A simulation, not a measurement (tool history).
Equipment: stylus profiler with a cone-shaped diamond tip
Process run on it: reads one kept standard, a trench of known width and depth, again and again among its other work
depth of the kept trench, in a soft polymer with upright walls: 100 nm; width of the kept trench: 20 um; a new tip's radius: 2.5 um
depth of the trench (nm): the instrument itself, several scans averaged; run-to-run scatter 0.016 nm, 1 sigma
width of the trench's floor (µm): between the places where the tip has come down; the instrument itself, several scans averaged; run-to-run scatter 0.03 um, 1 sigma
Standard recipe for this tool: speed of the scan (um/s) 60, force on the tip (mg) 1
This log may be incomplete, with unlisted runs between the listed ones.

run	hour	speed of the scan (um/s)	force on the tip (mg)	depth of the trench (nm)	width of the trench's floor (µm)
1	0	60	1	100.48	18.24
2	8.5	203	1	100.47	17.51
3	18.6	203	1	100.44	17.51
4	28.5	203	1	100.47	17.57
5	42	38	1	100.48	18.29
6	54.9	38	1	100.48	18.33
7	68	38	1	100.45	18.33
8	77.6	38	1	100.46	18.32
# hour 79.1: height scale calibrated on a step standard
9	96.6	60	0.66	100.42	18.13
# hour 108.3: height scale calibrated on a step standard, once more
10	108.3	60	1	100.39	18.31
11	124.3	60	1	100.41	18.23
12	140.5	60	1	100.4	18.26
13	149.4	60	1	100.39	18.24
14	163.7	60	1	100.43	18.19
15	182	61	0.86	100.37	18.14
16	194.1	77	0.62	100.3	18.04
17	202.6	77	0.62	100.31	18.05
18	218.7	22	0.37	100.21	18.37
19	236	22	0.38	100.24	18.35
20	250.2	151	0.36	100.2	17.32
21	263.4	60	0.41	100.26	18.08
22	278.3	77	1.21	100.5	18.09
23	286.4	77	1.21	100.43	18.11
24	296.5	37	2.54	100.78	18.32
25	307.7	37	2.54	100.79	18.42
26	316.4	37	2.54	100.77	18.43

Predict each of these 5 candidate next runs independently; none follows another, all start after run 26:
A	323.9	60	2.62	?	?
B	323.9	193	1.89	?	?
C	323.9	176	1.39	?	?
D	323.9	40	0.62	?	?
E	323.9	132	0.99	?	?

run	depth of the trench (nm)	width of the trench's floor (µm)
A	100.82	18.29
B	100.65	17.8
C	100.52	17.72
D	100.31	18.22
E	100.43	17.88
With no hidden state in the tool, these same runs would have given:
run	depth of the trench (nm)	width of the trench's floor (µm)
A	100.8	18.42
B	100.63	17.93
C	100.51	17.86
D	100.3	18.35
E	100.41	18.01
